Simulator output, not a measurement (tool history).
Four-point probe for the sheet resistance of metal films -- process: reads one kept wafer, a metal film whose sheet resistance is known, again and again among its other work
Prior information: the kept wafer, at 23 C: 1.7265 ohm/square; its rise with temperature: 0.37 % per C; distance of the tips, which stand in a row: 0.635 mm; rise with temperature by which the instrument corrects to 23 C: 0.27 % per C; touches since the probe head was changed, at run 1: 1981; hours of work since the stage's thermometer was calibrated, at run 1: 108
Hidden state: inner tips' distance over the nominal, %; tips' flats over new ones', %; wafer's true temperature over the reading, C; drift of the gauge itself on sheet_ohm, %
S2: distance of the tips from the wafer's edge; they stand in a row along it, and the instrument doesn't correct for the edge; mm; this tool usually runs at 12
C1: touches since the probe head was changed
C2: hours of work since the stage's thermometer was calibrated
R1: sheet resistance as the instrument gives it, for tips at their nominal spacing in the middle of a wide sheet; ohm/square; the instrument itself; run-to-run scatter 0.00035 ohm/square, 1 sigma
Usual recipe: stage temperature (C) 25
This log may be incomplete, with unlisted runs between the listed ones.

{"run": 1, "hour": 0.0, "stage temperature (C)": 25, "S2": 12, "C1": 1981, "C2": 108, "R1": 1.72172}
{"run": 2, "hour": 26.3, "stage temperature (C)": 25, "S2": 12, "C1": 2551, "C2": 125, "R1": 1.722831}
{"run": 3, "hour": 39.3, "stage temperature (C)": 25, "S2": 12, "C1": 2832, "C2": 133, "R1": 1.722541}
{"run": 4, "hour": 55.5, "stage temperature (C)": 25, "S2": 12, "C1": 3184, "C2": 144, "R1": 1.72243}
{"run": 5, "hour": 79.9, "stage temperature (C)": 25, "S2": 12, "C1": 3714, "C2": 159, "R1": 1.722545}
{"run": 6, "hour": 99.2, "stage temperature (C)": 25, "S2": 12, "C1": 4132, "C2": 172, "R1": 1.723303}
{"run": 7, "hour": 122.6, "stage temperature (C)": 25, "S2": 12, "C1": 4639, "C2": 187, "R1": 1.722307}
{"hour": 125.8, "done": "stage's thermometer calibrated"}
{"run": 8, "hour": 149.2, "stage temperature (C)": 25, "S2": 12, "C1": 5206, "C2": 15, "R1": 1.72264}
{"run": 9, "hour": 171.1, "stage temperature (C)": 25, "S2": 12, "C1": 5682, "C2": 29, "R1": 1.723078}
{"run": 10, "hour": 185.1, "stage temperature (C)": 25, "S2": 12, "C1": 5984, "C2": 38, "R1": 1.722725}
{"run": 11, "hour": 207.9, "stage temperature (C)": 25, "S2": 11, "C1": 6479, "C2": 53, "R1": 1.722665}
{"run": 12, "hour": 222.8, "stage temperature (C)": 25, "S2": 11, "C1": 6803, "C2": 62, "R1": 1.722743}
{"hour": 236.6, "done": "stage's thermometer calibrated, once more"}
{"run": 13, "hour": 242.2, "stage temperature (C)": 28, "S2": 8, "C1": 7212, "C2": 4, "R1": 1.730713}
{"run": 14, "hour": 260.9, "stage temperature (C)": 24, "S2": 25, "C1": 7617, "C2": 16, "R1": 1.71792}
{"run": 15, "hour": 273.1, "stage temperature (C)": 19, "S2": 7, "C1": 7882, "C2": 23, "R1": 1.71583}
{"run": 16, "hour": 285.2, "stage temperature (C)": 34, "S2": 22, "C1": 8144, "C2": 31, "R1": 1.735596}
{"run": 17, "hour": 300.3, "stage temperature (C)": 19, "S2": 22, "C1": 8473, "C2": 41, "R1": 1.709861}
{"run": 18, "hour": 319.7, "stage temperature (C)": 19, "S2": 22, "C1": 8895, "C2": 53, "R1": 1.709024}
{"run": 19, "hour": 334.5, "stage temperature (C)": 30, "S2": 12, "C1": 9213, "C2": 63, "R1": 1.731095}
{"run": 20, "hour": 353.0, "stage temperature (C)": 30, "S2": 12, "C1": 9616, "C2": 74, "R1": 1.730745}
{"run": 21, "hour": 382.3, "stage temperature (C)": 23, "S2": 10, "C1": 10252, "C2": 93, "R1": 1.71993}
{"run": 22, "hour": 397.8, "stage temperature (C)": 25, "S2": 3, "C1": 10587, "C2": 103, "R1": 1.759911}

Consider 5 possible next runs. They are alternatives, not a sequence: every one starts from the tool as it was left by run 22. What does each give?
{"run": "A", "hour": 420.1, "stage temperature (C)": 20, "S2": 14, "C1": 11072, "C2": 117, "R1": "?"}
{"run": "B", "hour": 420.1, "stage temperature (C)": 21, "S2": 29, "C1": 11072, "C2": 117, "R1": "?"}
{"run": "C", "hour": 420.1, "stage temperature (C)": 25, "S2": 4, "C1": 11072, "C2": 117, "R1": "?"}
{"run": "D", "hour": 420.1, "stage temperature (C)": 27, "S2": 12, "C1": 11072, "C2": 117, "R1": "?"}
{"run": "E", "hour": 420.1, "stage temperature (C)": 25, "S2": 19, "C1": 11072, "C2": 117, "R1": "?"}

run=A R1=1.712046
run=B R1=1.712751
run=C R1=1.742822
run=D R1=1.725503
run=E R1=1.720615
With the hidden condition removed and each run's random variation left untouched, the same runs would have given:
run=A R1=1.7225
run=B R1=1.723209
run=C R1=1.753451
run=D R1=1.736034
run=E R1=1.731118

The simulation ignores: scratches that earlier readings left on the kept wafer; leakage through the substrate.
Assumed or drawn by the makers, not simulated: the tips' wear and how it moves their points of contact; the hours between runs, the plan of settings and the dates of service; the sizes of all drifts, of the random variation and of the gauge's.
